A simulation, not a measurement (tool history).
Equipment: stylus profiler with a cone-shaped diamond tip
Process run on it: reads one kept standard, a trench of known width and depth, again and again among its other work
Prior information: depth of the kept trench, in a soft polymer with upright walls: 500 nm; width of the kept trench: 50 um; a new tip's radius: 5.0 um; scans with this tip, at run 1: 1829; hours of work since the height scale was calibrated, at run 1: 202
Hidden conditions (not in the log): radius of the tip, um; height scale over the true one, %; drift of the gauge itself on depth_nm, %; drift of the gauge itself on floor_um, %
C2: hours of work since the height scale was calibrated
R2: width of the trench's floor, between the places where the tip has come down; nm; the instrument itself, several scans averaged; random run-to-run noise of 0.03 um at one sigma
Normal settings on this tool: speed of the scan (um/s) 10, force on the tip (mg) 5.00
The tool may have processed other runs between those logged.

run 1 hour=0.0 | speed_of_the_scan_(um/s)=10 force_on_the_tip_(mg)=5.00 | scans_with_this_tip=1829 C2=202 | depth_of_the_trench_(nm)=505.56 R2=45420
run 2 hour=46.4 | speed_of_the_scan_(um/s)=8 force_on_the_tip_(mg)=5.00 | scans_with_this_tip=2109 C2=232 | depth_of_the_trench_(nm)=505.51 R2=45420
run 3 hour=81.9 | speed_of_the_scan_(um/s)=8 force_on_the_tip_(mg)=5.00 | scans_with_this_tip=2324 C2=256 | depth_of_the_trench_(nm)=505.40 R2=45450
run 4 hour=118.6 | speed_of_the_scan_(um/s)=8 force_on_the_tip_(mg)=5.00 | scans_with_this_tip=2545 C2=280 | depth_of_the_trench_(nm)=505.29 R2=45430
run 5 hour=173.5 | speed_of_the_scan_(um/s)=8 force_on_the_tip_(mg)=5.00 | scans_with_this_tip=2877 C2=317 | depth_of_the_trench_(nm)=505.03 R2=45330
run 6 hour=224.9 | speed_of_the_scan_(um/s)=8 force_on_the_tip_(mg)=5.00 | scans_with_this_tip=3188 C2=351 | depth_of_the_trench_(nm)=505.00 R2=45320
run 7 hour=265.7 | speed_of_the_scan_(um/s)=8 force_on_the_tip_(mg)=5.00 | scans_with_this_tip=3434 C2=378 | depth_of_the_trench_(nm)=504.95 R2=45350
run 8 hour=289.4 | speed_of_the_scan_(um/s)=8 force_on_the_tip_(mg)=5.00 | scans_with_this_tip=3578 C2=394 | depth_of_the_trench_(nm)=504.91 R2=45340
run 9 hour=326.9 | speed_of_the_scan_(um/s)=10 force_on_the_tip_(mg)=6.70 | scans_with_this_tip=3804 C2=419 | depth_of_the_trench_(nm)=506.38 R2=45320
run 10 hour=380.4 | speed_of_the_scan_(um/s)=10 force_on_the_tip_(mg)=6.70 | scans_with_this_tip=4127 C2=455 | depth_of_the_trench_(nm)=506.19 R2=45250
run 11 hour=433.1 | speed_of_the_scan_(um/s)=10 force_on_the_tip_(mg)=5.00 | scans_with_this_tip=4446 C2=490 | depth_of_the_trench_(nm)=504.83 R2=45310
run 12 hour=473.8 | speed_of_the_scan_(um/s)=10 force_on_the_tip_(mg)=10.21 | scans_with_this_tip=4692 C2=517 | depth_of_the_trench_(nm)=508.27 R2=45260
run 13 hour=527.8 | speed_of_the_scan_(um/s)=10 force_on_the_tip_(mg)=10.21 | scans_with_this_tip=5018 C2=553 | depth_of_the_trench_(nm)=508.29 R2=45230
run 14 hour=559.7 | speed_of_the_scan_(um/s)=10 force_on_the_tip_(mg)=10.21 | scans_with_this_tip=5211 C2=574 | depth_of_the_trench_(nm)=508.28 R2=45160
run 15 hour=605.0 | speed_of_the_scan_(um/s)=10 force_on_the_tip_(mg)=10.61 | scans_with_this_tip=5485 C2=604 | depth_of_the_trench_(nm)=508.47 R2=45200
run 16 hour=650.0 | speed_of_the_scan_(um/s)=10 force_on_the_tip_(mg)=5.00 | scans_with_this_tip=5757 C2=634 | depth_of_the_trench_(nm)=504.11 R2=45120
run 17 hour=693.1 | speed_of_the_scan_(um/s)=10 force_on_the_tip_(mg)=5.00 | scans_with_this_tip=6017 C2=663 | depth_of_the_trench_(nm)=504.04 R2=45160
run 18 hour=717.7 | speed_of_the_scan_(um/s)=10 force_on_the_tip_(mg)=5.00 | scans_with_this_tip=6166 C2=679 | depth_of_the_trench_(nm)=504.38 R2=45100
run 19 hour=747.7 | speed_of_the_scan_(um/s)=10 force_on_the_tip_(mg)=5.00 | scans_with_this_tip=6347 C2=699 | depth_of_the_trench_(nm)=504.20 R2=45080
run 20 hour=798.0 | speed_of_the_scan_(um/s)=10 force_on_the_tip_(mg)=2.44 | scans_with_this_tip=6651 C2=733 | depth_of_the_trench_(nm)=502.04 R2=44960
-- hour=803.7 height scale calibrated on a step standard
run 21 hour=839.3 | speed_of_the_scan_(um/s)=10 force_on_the_tip_(mg)=5.00 | scans_with_this_tip=6897 C2=24 | depth_of_the_trench_(nm)=503.14 R2=45090
run 22 hour=882.7 | speed_of_the_scan_(um/s)=10 force_on_the_tip_(mg)=5.00 | scans_with_this_tip=7160 C2=53 | depth_of_the_trench_(nm)=502.69 R2=45000
-- hour=898.5 height scale calibrated on a step standard, once more
run 23 hour=910.3 | speed_of_the_scan_(um/s)=10 force_on_the_tip_(mg)=5.00 | scans_with_this_tip=7323 C2=8 | depth_of_the_trench_(nm)=505.93 R2=44970
run 24 hour=957.4 | speed_of_the_scan_(um/s)=9 force_on_the_tip_(mg)=13.51 | scans_with_this_tip=7608 C2=39 | depth_of_the_trench_(nm)=511.64 R2=44990
run 25 hour=1002.0 | speed_of_the_scan_(um/s)=8 force_on_the_tip_(mg)=14.32 | scans_with_this_tip=7878 C2=69 | depth_of_the_trench_(nm)=511.96 R2=44940
run 26 hour=1053.7 | speed_of_the_scan_(um/s)=5 force_on_the_tip_(mg)=2.39 | scans_with_this_tip=8190 C2=103 | depth_of_the_trench_(nm)=503.07 R2=44950
run 27 hour=1084.1 | speed_of_the_scan_(um/s)=12 force_on_the_tip_(mg)=6.62 | scans_with_this_tip=8374 C2=124 | depth_of_the_trench_(nm)=506.73 R2=44870
run 28 hour=1115.7 | speed_of_the_scan_(um/s)=5 force_on_the_tip_(mg)=5.65 | scans_with_this_tip=8564 C2=145 | depth_of_the_trench_(nm)=505.97 R2=44880
run 29 hour=1170.2 | speed_of_the_scan_(um/s)=5 force_on_the_tip_(mg)=5.65 | scans_with_this_tip=8893 C2=181 | depth_of_the_trench_(nm)=505.79 R2=44920
run 30 hour=1203.5 | speed_of_the_scan_(um/s)=5 force_on_the_tip_(mg)=5.65 | scans_with_this_tip=9095 C2=203 | depth_of_the_trench_(nm)=505.86 R2=44860
run 31 hour=1226.9 | speed_of_the_scan_(um/s)=3 force_on_the_tip_(mg)=13.71 | scans_with_this_tip=9236 C2=219 | depth_of_the_trench_(nm)=511.08 R2=44790
run 32 hour=1255.2 | speed_of_the_scan_(um/s)=15 force_on_the_tip_(mg)=12.34 | scans_with_this_tip=9407 C2=238 | depth_of_the_trench_(nm)=510.65 R2=44790
run 33 hour=1284.6 | speed_of_the_scan_(um/s)=18 force_on_the_tip_(mg)=1.73 | scans_with_this_tip=9585 C2=257 | depth_of_the_trench_(nm)=502.25 R2=44780
run 34 hour=1336.8 | speed_of_the_scan_(um/s)=3 force_on_the_tip_(mg)=9.26 | scans_with_this_tip=9900 C2=292 | depth_of_the_trench_(nm)=508.56 R2=44870
run 35 hour=1373.0 | speed_of_the_scan_(um/s)=10 force_on_the_tip_(mg)=1.90 | scans_with_this_tip=10119 C2=316 | depth_of_the_trench_(nm)=502.27 R2=44780
run 36 hour=1420.6 | speed_of_the_scan_(um/s)=10 force_on_the_tip_(mg)=1.90 | scans_with_this_tip=10407 C2=348 | depth_of_the_trench_(nm)=501.96 R2=44750
run 37 hour=1460.6 | speed_of_the_scan_(um/s)=3 force_on_the_tip_(mg)=8.58 | scans_with_this_tip=10648 C2=374 | depth_of_the_trench_(nm)=507.48 R2=44720
run 38 hour=1495.2 | speed_of_the_scan_(um/s)=14 force_on_the_tip_(mg)=6.92 | scans_with_this_tip=10858 C2=397 | depth_of_the_trench_(nm)=506.52 R2=44730
run 39 hour=1518.7 | speed_of_the_scan_(um/s)=10 force_on_the_tip_(mg)=6.92 | scans_with_this_tip=10999 C2=413 | depth_of_the_trench_(nm)=506.35 R2=44710
run 40 hour=1563.8 | speed_of_the_scan_(um/s)=6 force_on_the_tip_(mg)=5.46 | scans_with_this_tip=11272 C2=443 | depth_of_the_trench_(nm)=505.25 R2=44710
run 41 hour=1588.1 | speed_of_the_scan_(um/s)=6 force_on_the_tip_(mg)=5.46 | scans_with_this_tip=11419 C2=459 | depth_of_the_trench_(nm)=504.97 R2=44700
run 42 hour=1640.0 | speed_of_the_scan_(um/s)=6 force_on_the_tip_(mg)=5.46 | scans_with_this_tip=11733 C2=494 | depth_of_the_trench_(nm)=504.81 R2=44670
run 43 hour=1693.0 | speed_of_the_scan_(um/s)=6 force_on_the_tip_(mg)=5.46 | scans_with_this_tip=12053 C2=529 | depth_of_the_trench_(nm)=504.83 R2=44630
run 44 hour=1722.1 | speed_of_the_scan_(um/s)=6 force_on_the_tip_(mg)=5.46 | scans_with_this_tip=12229 C2=548 | depth_of_the_trench_(nm)=504.74 R2=44610
run 45 hour=1753.4 | speed_of_the_scan_(um/s)=3 force_on_the_tip_(mg)=6.22 | scans_with_this_tip=12418 C2=569 | depth_of_the_trench_(nm)=505.50 R2=44610
run 46 hour=1785.3 | speed_of_the_scan_(um/s)=20 force_on_the_tip_(mg)=3.81 | scans_with_this_tip=12611 C2=591 | depth_of_the_trench_(nm)=503.01 R2=44520

For some of the steps in depth of the trench (nm) from one run to the next: how much would appear even if the tool had no hidden state, given the settings, what came in and random variation, and how much remains for the hidden state plus any gauge scatter that the measured result and the result without hidden state don't share?
Run 20 -> 21: force on the tip (mg) 2.44 -> 5.00, height scale calibrated on a step standard. depth of the trench (nm) +1.10: hidden state -1.07, all else +2.17.
Run 22 -> 23: height scale calibrated on a step standard, once more. depth of the trench (nm) +3.24: hidden state +2.82, all else +0.42.
Run 25 -> 26: speed of the scan (um/s) 8 -> 5, force on the tip (mg) 14.32 -> 2.39. depth of the trench (nm) -8.89: hidden state -0.07, all else -8.82.
Run 28 -> 29: no setting touched and nothing written in the log between the runs. depth of the trench (nm) -0.18: hidden state -0.10, all else -0.08.
Run 32 -> 33: speed of the scan (um/s) 15 -> 18, force on the tip (mg) 12.34 -> 1.73. depth of the trench (nm) -8.40: hidden state -0.04, all else -8.36.
Run 33 -> 34: speed of the scan (um/s) 18 -> 3, force on the tip (mg) 1.73 -> 9.26. depth of the trench (nm) +6.31: hidden state -0.10, all else +6.41.
